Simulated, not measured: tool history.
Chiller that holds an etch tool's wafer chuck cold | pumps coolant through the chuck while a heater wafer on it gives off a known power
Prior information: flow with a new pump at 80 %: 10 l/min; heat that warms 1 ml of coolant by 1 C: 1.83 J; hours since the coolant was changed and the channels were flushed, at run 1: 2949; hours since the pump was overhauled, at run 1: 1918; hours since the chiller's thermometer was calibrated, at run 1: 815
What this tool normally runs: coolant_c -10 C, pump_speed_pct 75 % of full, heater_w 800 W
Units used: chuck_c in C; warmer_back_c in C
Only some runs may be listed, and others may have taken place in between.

run    hour  coolant_c  pump_speed_pct  heater_w  hours since the coolant was changed and the channels were flushed  hours since the pump was overhauled  hours since the chiller's thermometer was calibrated  chuck_c  warmer_back_c
  1       0        -10              75       800                                                               2949                                 1918                                                   815     -2.7           2.92
  2    84.8        -10              75       800                                                               3034                                 2003                                                   899     -2.5           2.88
  3   125.5        -10              75       800                                                               3075                                 2044                                                   940     -2.6           2.93
  4   170.8        -10              75       800                                                               3120                                 2089                                                   985     -2.5           2.92
  5   229.3        -10              75       800                                                               3179                                 2148                                                  1044     -2.5           2.92
  6     300        -10              75       800                                                               3249                                 2218                                                  1115     -2.5           2.96
  7   384.4        -10              89       800                                                               3334                                 2303                                                  1199     -3.5           2.45
  8   451.2        -10              75       800                                                               3401                                 2369                                                  1266     -2.6           2.87
  9   493.3         -6              75       800                                                               3443                                 2412                                                  1308      1.5           2.92
 10   573.6         -6              75       800                                                               3523                                 2492                                                  1388      1.6           2.97
 11   632.6         -6              75       800                                                               3582                                 2551                                                  1447      1.4           2.95
 12   698.8         -6              75       800                                                               3648                                 2617                                                  1513      1.9           2.93
 13   789.1         -6              75       800                                                               3739                                 2707                                                  1604      1.6           2.95
 14   845.3        -16              76       681                                                               3795                                 2764                                                  1660     -9.5           2.51
 15     899         -7              76       902                                                               3848                                 2817                                                  1714      1.4           3.26
 16   955.1         -1              75      1006                                                               3905                                 2873                                                  1770      8.7           3.74
 17  1006.9         -1              90       415                                                               3956                                 2925                                                  1822      2.6           1.25
 18  1049.3         -1              68       800                                                               3999                                 2968                                                  1864      7.4           3.32
 19  1143.6         -1              68       800                                                               4093                                 3062                                                  1958      7.6           3.29
 20  1230.5         -1              68       800                                                               4180                                 3149                                                  2045      7.4            3.3
 21  1315.8         -1              68       800                                                               4265                                 3234                                                  2130      7.6           3.24
 22  1385.6         -1              63       673                                                               4335                                 3304                                                  2200      6.8           3.02
 23  1427.3         -1              64       931                                                               4377                                 3346                                                  2242      9.4           4.06
       1471  -- chiller's thermometer calibrated
 24  1486.2         -1              64       606                                                               4435                                 3403                                                    15      5.8           2.63
 25  1567.4        -18              64       730                                                               4516                                 3485                                                    96     -9.8           3.21
 26  1620.2        -18              64       730                                                               4569                                 3537                                                   149     -9.9           3.27

4 ways to go on from here, each from the tool as it stands after run 26. What would each give?
  A  1703.9        -17              83       800                                                               4652                                 3621                                                   233        ?              ?
  B  1703.9        -18              93       670                                                               4652                                 3621                                                   233        ?              ?
  C  1703.9        -18              68       891                                                               4652                                 3621                                                   233        ?              ?
  D  1703.9        -10              99       800                                                               4652                                 3621                                                   233        ?              ?

run  chuck_c  warmer_back_c
  A      -10           2.71
  B    -12.6           2.05
  C     -8.6           3.67
  D     -4.1           2.24
With no hidden state in the tool, these same runs would have given:
run  chuck_c  warmer_back_c
  A      -11           2.54
  B    -13.4           1.93
  C      -10           3.44
  D       -5            2.1
